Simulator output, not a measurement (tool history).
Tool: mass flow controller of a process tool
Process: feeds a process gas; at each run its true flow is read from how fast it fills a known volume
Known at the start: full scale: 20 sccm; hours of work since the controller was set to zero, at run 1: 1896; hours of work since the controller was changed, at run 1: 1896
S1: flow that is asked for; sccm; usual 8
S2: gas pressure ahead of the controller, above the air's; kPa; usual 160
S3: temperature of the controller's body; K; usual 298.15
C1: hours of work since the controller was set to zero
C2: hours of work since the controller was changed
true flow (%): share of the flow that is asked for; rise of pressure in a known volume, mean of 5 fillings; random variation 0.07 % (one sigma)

{"run": 1, "hour": 0.0, "S1": 8, "S2": 160, "S3": 298.15, "C1": 1896, "C2": 1896, "true flow (%)": 98.02}
{"run": 2, "hour": 56.2, "S1": 8, "S2": 160, "S3": 298.15, "C1": 1925, "C2": 1925, "true flow (%)": 97.99}
{"run": 3, "hour": 103.8, "S1": 8, "S2": 160, "S3": 298.15, "C1": 1949, "C2": 1949, "true flow (%)": 97.98}
{"run": 4, "hour": 172.8, "S1": 20, "S2": 160, "S3": 298.15, "C1": 1984, "C2": 1984, "true flow (%)": 99.88}
{"run": 5, "hour": 227.9, "S1": 8, "S2": 160, "S3": 298.15, "C1": 2012, "C2": 2012, "true flow (%)": 98.14}
{"run": 6, "hour": 306.1, "S1": 8, "S2": 160, "S3": 298.15, "C1": 2052, "C2": 2052, "true flow (%)": 98.01}
{"run": 7, "hour": 359.4, "S1": 8, "S2": 160, "S3": 299.15, "C1": 2079, "C2": 2079, "true flow (%)": 97.98}
{"run": 8, "hour": 444.1, "S1": 8, "S2": 160, "S3": 298.15, "C1": 2122, "C2": 2122, "true flow (%)": 98.0}
{"run": 9, "hour": 494.8, "S1": 8, "S2": 160, "S3": 298.15, "C1": 2148, "C2": 2148, "true flow (%)": 98.02}
{"run": 10, "hour": 574.9, "S1": 2, "S2": 276, "S3": 303.15, "C1": 2188, "C2": 2188, "true flow (%)": 96.97}
{"run": 11, "hour": 635.8, "S1": 4, "S2": 218, "S3": 312.15, "C1": 2219, "C2": 2219, "true flow (%)": 96.42}
{"run": 12, "hour": 730.9, "S1": 6, "S2": 218, "S3": 312.15, "C1": 2267, "C2": 2267, "true flow (%)": 96.84}
{"run": 13, "hour": 804.2, "S1": 3, "S2": 179, "S3": 298.15, "C1": 2305, "C2": 2305, "true flow (%)": 97.38}
{"run": 14, "hour": 877.7, "S1": 8, "S2": 160, "S3": 298.15, "C1": 2342, "C2": 2342, "true flow (%)": 98.17}
{"run": 15, "hour": 937.4, "S1": 8, "S2": 160, "S3": 303.15, "C1": 2372, "C2": 2372, "true flow (%)": 97.76}
{"run": 16, "hour": 1030.2, "S1": 8, "S2": 189, "S3": 313.15, "C1": 2419, "C2": 2419, "true flow (%)": 96.98}
{"run": 17, "hour": 1110.2, "S1": 14, "S2": 160, "S3": 303.15, "C1": 2460, "C2": 2460, "true flow (%)": 98.74}

4 ways to go on from here, each from the tool as it stands after run 17. What would each give?
{"run": "A", "hour": 1169.6, "S1": 14, "S2": 160, "S3": 305.15, "C1": 2490, "C2": 2490, "true flow (%)": "?"}
{"run": "B", "hour": 1169.6, "S1": 8, "S2": 258, "S3": 306.15, "C1": 2490, "C2": 2490, "true flow (%)": "?"}
{"run": "C", "hour": 1169.6, "S1": 14, "S2": 160, "S3": 298.15, "C1": 2490, "C2": 2490, "true flow (%)": "?"}
{"run": "D", "hour": 1169.6, "S1": 12, "S2": 160, "S3": 308.15, "C1": 2490, "C2": 2490, "true flow (%)": "?"}

run=A true_flow_(%)=98.39
run=B true_flow_(%)=97.65
run=C true_flow_(%)=98.97
run=D true_flow_(%)=97.92
Without the tool's hidden state the same runs would have given:
run=A true_flow_(%)=98.38
run=B true_flow_(%)=97.64
run=C true_flow_(%)=98.96
run=D true_flow_(%)=97.92
